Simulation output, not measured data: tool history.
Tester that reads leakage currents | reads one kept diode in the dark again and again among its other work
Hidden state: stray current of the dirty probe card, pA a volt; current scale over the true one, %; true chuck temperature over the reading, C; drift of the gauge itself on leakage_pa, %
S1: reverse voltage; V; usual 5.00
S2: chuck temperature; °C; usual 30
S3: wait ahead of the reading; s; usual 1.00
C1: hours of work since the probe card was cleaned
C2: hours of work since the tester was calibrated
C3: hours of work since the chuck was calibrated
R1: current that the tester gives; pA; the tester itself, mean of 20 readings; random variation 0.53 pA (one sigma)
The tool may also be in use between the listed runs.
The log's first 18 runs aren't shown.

run	hour	S1	S2	S3	C1	C2	C3	R1
19	1520.7	5.00	30	1.00	1014	1677	1412	163.80
20	1601.3	5.00	30	1.00	1059	1723	1457	164.05
21	1696.4	2.67	32	1.84	1113	1776	1511	144.54
22	1790.5	2.67	32	1.84	1166	1829	1564	143.60
23	1891.0	10.07	33	6.22	1222	1886	1621	290.62
24	2020.0	10.07	33	6.22	1295	1958	1693	288.84
25	2083.3	2.69	24	1.00	1330	1994	1729	72.20
26	2144.7	14.33	30	1.00	1365	2029	1763	270.64
27	2202.7	9.64	49	0.72	1398	2061	1796	1011.60
28	2267.6	9.64	49	0.72	1434	2098	1833	1008.90
29	2337.6	9.64	49	0.72	1474	2137	1872	1010.83
30	2415.7	9.64	43	2.80	1518	2181	1916	629.82
# hour 2443.9: tester calibrated
31	2510.3	9.64	43	2.80	1570	37	1968	618.44
32	2590.6	2.98	20	0.66	1615	83	2013	52.87
33	2692.4	3.54	20	1.57	1672	140	2071	56.84
34	2770.5	7.93	48	0.53	1716	184	2115	829.26
35	2888.6	17.69	29	0.41	1783	250	2181	275.61
36	3023.8	17.69	29	0.41	1859	326	2257	277.26
37	3102.9	17.69	29	0.41	1903	371	2302	277.03
38	3232.3	17.69	29	0.41	1976	444	2375	278.82
# hour 3281.6: chuck's temperature calibrated
39	3315.7	17.69	29	0.41	2022	490	19	329.09

Forecast each of these 3 alternatives for the next run:
A	3424.7	9.14	25	3.82	2083	551	81	?
B	3424.7	2.66	28	2.68	2083	551	81	?
C	3424.7	5.52	30	5.30	2083	551	81	?

run	R1
A	166.41
B	116.10
C	194.53
Without the tool's hidden state the same runs would have given:
run	R1
A	147.95
B	110.12
C	182.56
